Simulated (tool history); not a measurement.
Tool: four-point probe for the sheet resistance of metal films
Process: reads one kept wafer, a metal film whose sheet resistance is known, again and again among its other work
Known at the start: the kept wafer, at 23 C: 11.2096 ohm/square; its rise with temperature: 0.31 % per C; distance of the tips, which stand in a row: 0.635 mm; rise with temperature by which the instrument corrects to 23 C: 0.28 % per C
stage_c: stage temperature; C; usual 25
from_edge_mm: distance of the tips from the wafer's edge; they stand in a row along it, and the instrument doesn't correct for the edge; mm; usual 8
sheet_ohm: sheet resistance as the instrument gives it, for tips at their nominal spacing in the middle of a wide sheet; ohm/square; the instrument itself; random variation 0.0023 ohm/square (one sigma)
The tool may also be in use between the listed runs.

run 1 hour=0 | stage_c=25 from_edge_mm=8 | sheet_ohm=11.126035
run 2 hour=62.8 | stage_c=21 from_edge_mm=8 | sheet_ohm=11.118807
run 3 hour=143.5 | stage_c=21 from_edge_mm=8 | sheet_ohm=11.118507
run 4 hour=218.7 | stage_c=21 from_edge_mm=7 | sheet_ohm=11.121115
run 5 hour=268.5 | stage_c=25 from_edge_mm=8 | sheet_ohm=11.124725
run 6 hour=329.5 | stage_c=25 from_edge_mm=8 | sheet_ohm=11.122913
run 7 hour=384.3 | stage_c=25 from_edge_mm=8 | sheet_ohm=11.115491
run 8 hour=428.7 | stage_c=25 from_edge_mm=8 | sheet_ohm=11.114586
run 9 hour=491.1 | stage_c=25 from_edge_mm=8 | sheet_ohm=11.111421
run 10 hour=538.4 | stage_c=25 from_edge_mm=21 | sheet_ohm=11.077614
run 11 hour=604.8 | stage_c=25 from_edge_mm=73 | sheet_ohm=11.078214
run 12 hour=683.5 | stage_c=24 from_edge_mm=8 | sheet_ohm=11.110264
run 13 hour=757.3 | stage_c=24 from_edge_mm=8 | sheet_ohm=11.102117
run 14 hour=829.7 | stage_c=32 from_edge_mm=8 | sheet_ohm=11.12432
run 15 hour=913.8 | stage_c=32 from_edge_mm=8 | sheet_ohm=11.120711
run 16 hour=953.6 | stage_c=25 from_edge_mm=8 | sheet_ohm=11.102346
run 17 hour=1008.9 | stage_c=25 from_edge_mm=27 | sheet_ohm=11.067867
run 18 hour=1085.2 | stage_c=25 from_edge_mm=27 | sheet_ohm=11.06296
run 19 hour=1171.9 | stage_c=25 from_edge_mm=8 | sheet_ohm=11.093392
run 20 hour=1239.3 | stage_c=25 from_edge_mm=8 | sheet_ohm=11.092312
run 21 hour=1318.3 | stage_c=25 from_edge_mm=8 | sheet_ohm=11.088918
run 22 hour=1399.7 | stage_c=25 from_edge_mm=8 | sheet_ohm=11.088046
run 23 hour=1469 | stage_c=25 from_edge_mm=8 | sheet_ohm=11.088426
run 24 hour=1518.3 | stage_c=30 from_edge_mm=8 | sheet_ohm=11.094544
run 25 hour=1581 | stage_c=30 from_edge_mm=8 | sheet_ohm=11.093238
run 26 hour=1642.4 | stage_c=22 from_edge_mm=20 | sheet_ohm=11.039279
run 27 hour=1718.1 | stage_c=22 from_edge_mm=20 | sheet_ohm=11.037412
run 28 hour=1763.5 | stage_c=18 from_edge_mm=3 | sheet_ohm=11.27608
run 29 hour=1805.3 | stage_c=18 from_edge_mm=3 | sheet_ohm=11.275429
run 30 hour=1851 | stage_c=18 from_edge_mm=3 | sheet_ohm=11.273295
run 31 hour=1924.1 | stage_c=18 from_edge_mm=13 | sheet_ohm=11.028833
run 32 hour=1993.4 | stage_c=18 from_edge_mm=13 | sheet_ohm=11.026454
run 33 hour=2042.2 | stage_c=23 from_edge_mm=49 | sheet_ohm=11.023963
run 34 hour=2121.3 | stage_c=31 from_edge_mm=15 | sheet_ohm=11.082716
run 35 hour=2207.8 | stage_c=20 from_edge_mm=3 | sheet_ohm=11.298998
run 36 hour=2288.9 | stage_c=20 from_edge_mm=3 | sheet_ohm=11.463094
run 37 hour=2325.8 | stage_c=20 from_edge_mm=3 | sheet_ohm=11.461161
run 38 hour=2414.6 | stage_c=21 from_edge_mm=8 | sheet_ohm=11.239171
run 39 hour=2491.1 | stage_c=25 from_edge_mm=25 | sheet_ohm=11.211624
run 40 hour=2570.1 | stage_c=21 from_edge_mm=13 | sheet_ohm=11.211791
run 41 hour=2607.7 | stage_c=21 from_edge_mm=13 | sheet_ohm=11.20552
run 42 hour=2654.2 | stage_c=35 from_edge_mm=4 | sheet_ohm=11.381109
run 43 hour=2732.8 | stage_c=24 from_edge_mm=4 | sheet_ohm=11.343897
run 44 hour=2770.9 | stage_c=24 from_edge_mm=4 | sheet_ohm=11.347717
run 45 hour=2811.9 | stage_c=24 from_edge_mm=4 | sheet_ohm=11.345395

Taken out of this log: 2 entries between the listed runs. Where each belongs, and how the hidden state differs across it:
Between runs 33 and 34: stage's thermometer calibrated (hour 2109.8)
  inner tips' distance over the nominal, %: -1.318 -> -1.335; tips' flats over new ones', %: 107 -> 108; wafer's true temperature over the reading, C: -0.76 -> 0.04
  measured less the result without the state, sheet_ohm: -0.185655 -> -0.160667 ohm/square
Between runs 35 and 36: new probe head fitted (hour 2228.9)
  inner tips' distance over the nominal, %: -1.351 -> -0.015; tips' flats over new ones', %: 110 -> 1; wafer's true temperature over the reading, C: 0.02 -> 0.01
  measured less the result without the state, sheet_ohm: -0.166176 -> -0.001577 ohm/square
